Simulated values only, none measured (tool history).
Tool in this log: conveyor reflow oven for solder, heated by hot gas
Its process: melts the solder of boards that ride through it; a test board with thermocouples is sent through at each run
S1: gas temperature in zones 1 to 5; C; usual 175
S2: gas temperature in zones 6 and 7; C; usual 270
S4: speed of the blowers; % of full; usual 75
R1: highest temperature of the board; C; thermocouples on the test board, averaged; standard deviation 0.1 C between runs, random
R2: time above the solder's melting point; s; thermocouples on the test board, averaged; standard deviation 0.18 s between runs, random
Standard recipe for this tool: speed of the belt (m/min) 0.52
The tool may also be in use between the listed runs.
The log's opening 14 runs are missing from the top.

{"run": 15, "hour": 373.8, "S1": 175, "S2": 270, "speed of the belt (m/min)": 0.51, "S4": 75, "R1": 260.1, "R2": 78.9}
{"run": 16, "hour": 401.5, "S1": 175, "S2": 270, "speed of the belt (m/min)": 0.51, "S4": 75, "R1": 259.7, "R2": 79.3}
{"run": 17, "hour": 418.1, "S1": 175, "S2": 263, "speed of the belt (m/min)": 0.52, "S4": 75, "R1": 253, "R2": 72.7}
{"run": 18, "hour": 440.5, "S1": 175, "S2": 270, "speed of the belt (m/min)": 0.52, "S4": 59, "R1": 255.7, "R2": 73.5}
{"run": 19, "hour": 469.6, "S1": 175, "S2": 259, "speed of the belt (m/min)": 0.52, "S4": 81, "R1": 250, "R2": 70.9}
{"run": 20, "hour": 495.2, "S1": 175, "S2": 270, "speed of the belt (m/min)": 0.522, "S4": 75, "R1": 259.2, "R2": 76.6}
{"run": 21, "hour": 529.6, "S1": 189, "S2": 270, "speed of the belt (m/min)": 0.585, "S4": 75, "R1": 257.9, "R2": 73}
{"run": 22, "hour": 553.5, "S1": 189, "S2": 270, "speed of the belt (m/min)": 0.585, "S4": 75, "R1": 258, "R2": 73.1}
{"run": 23, "hour": 577.1, "S1": 189, "S2": 270, "speed of the belt (m/min)": 0.522, "S4": 75, "R1": 260.7, "R2": 84.7}
{"run": 24, "hour": 592.6, "S1": 182, "S2": 265, "speed of the belt (m/min)": 0.52, "S4": 75, "R1": 255.4, "R2": 77.9}
{"hour": 602.7, "done": "flux residue cleaned out of gas plates and filters"}
{"run": 25, "hour": 614.6, "S1": 182, "S2": 265, "speed of the belt (m/min)": 0.52, "S4": 75, "R1": 257, "R2": 79}
{"run": 26, "hour": 642.6, "S1": 167, "S2": 274, "speed of the belt (m/min)": 0.52, "S4": 75, "R1": 263.2, "R2": 77.1}
{"run": 27, "hour": 671.2, "S1": 167, "S2": 274, "speed of the belt (m/min)": 0.52, "S4": 75, "R1": 263.3, "R2": 77.2}
{"run": 28, "hour": 695.2, "S1": 181, "S2": 275, "speed of the belt (m/min)": 0.566, "S4": 75, "R1": 263.9, "R2": 75.8}
{"run": 29, "hour": 728.2, "S1": 162, "S2": 270, "speed of the belt (m/min)": 0.52, "S4": 83, "R1": 260.7, "R2": 74.3}
{"run": 30, "hour": 746.8, "S1": 175, "S2": 259, "speed of the belt (m/min)": 0.466, "S4": 75, "R1": 252.8, "R2": 82.8}
{"run": 31, "hour": 770.9, "S1": 175, "S2": 265, "speed of the belt (m/min)": 0.466, "S4": 88, "R1": 260.1, "R2": 88.8}

What if the next run were any one of these 3? Each begins from the tool's condition after run 31:
{"run": "A", "hour": 796.3, "S1": 175, "S2": 266, "speed of the belt (m/min)": 0.466, "S4": 78, "R1": "?", "R2": "?"}
{"run": "B", "hour": 796.3, "S1": 175, "S2": 275, "speed of the belt (m/min)": 0.52, "S4": 87, "R1": "?", "R2": "?"}
{"run": "C", "hour": 796.3, "S1": 175, "S2": 265, "speed of the belt (m/min)": 0.535, "S4": 88, "R1": "?", "R2": "?"}

run=A R1=259.7 R2=88.4
run=B R1=267.2 R2=82.8
run=C R1=257.5 R2=74.5
The same runs, with their run-to-run variation unchanged, on a tool lacking any hidden condition would have given:
run=A R1=258.5 R2=86.2
run=B R1=266.1 R2=80.9
run=C R1=256.3 R2=72.7

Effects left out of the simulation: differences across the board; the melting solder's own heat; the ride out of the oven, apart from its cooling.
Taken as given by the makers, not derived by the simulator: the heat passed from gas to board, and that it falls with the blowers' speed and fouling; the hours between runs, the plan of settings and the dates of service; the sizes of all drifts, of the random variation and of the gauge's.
